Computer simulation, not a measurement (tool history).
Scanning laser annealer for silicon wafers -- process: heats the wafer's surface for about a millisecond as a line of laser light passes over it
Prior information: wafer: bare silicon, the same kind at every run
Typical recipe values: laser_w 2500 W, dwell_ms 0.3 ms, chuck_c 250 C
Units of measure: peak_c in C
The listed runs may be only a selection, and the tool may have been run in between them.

run    hour  laser_w  dwell_ms  chuck_c  peak_c
  1       0     2500       0.3      250    1034
  2    39.4     2500       0.3      250    1036
  3    86.5     2500       0.3      250    1032
  4   131.1     2500       0.3      250    1027
  5   162.6     2500       0.3      287    1067
  6   207.6     2500       0.3      287    1062
  7   244.8     2500       0.3      242    1017
  8   266.5     2500       0.3      242    1016
  9   300.4     2500       0.3      242    1010
 10   336.2     2500       0.3      242    1009
 11   381.6     2500     0.239      250     943
      386.2  -- window over the wafer cleaned
 12   424.9     2500     0.239      250     936
 13   452.5     2318       0.3      250     934
 14   476.5     2318       0.3      250     933
 15   509.5     2500       0.3      249    1005
      546.1  -- window over the wafer cleaned, once more
 16     554     2500       0.3      272    1061
 17   596.6     2500       0.3      272    1057
 18   630.2     2500       0.3      272    1057
 19   658.3     2500       0.3      272    1054
 20   696.6     2500       0.3      272    1055
 21   732.5     2500       0.3      272    1050
 22   773.7     2458       0.3      250    1008
 23   820.6     2458       0.3      250    1008
 24   844.3     2558      0.36      242    1104
 25   890.4     2558     0.376      242    1119
 26   934.3     2558     0.376      242    1110
 27   971.8     2558     0.376      242    1115
 28  1012.5     2558     0.376      252    1121
 29  1045.1     2558     0.376      252    1121
 30  1078.1     2558     0.311      252    1048
 31  1111.3     2558     0.311      252    1049
 32  1134.4     2558     0.311      252    1047

Expected results for the next run?
 33  1160     2558     0.311      252       ?

peak_c: 1044 C
With no hidden state in the tool, this same run would have given peak_c 1086 C.

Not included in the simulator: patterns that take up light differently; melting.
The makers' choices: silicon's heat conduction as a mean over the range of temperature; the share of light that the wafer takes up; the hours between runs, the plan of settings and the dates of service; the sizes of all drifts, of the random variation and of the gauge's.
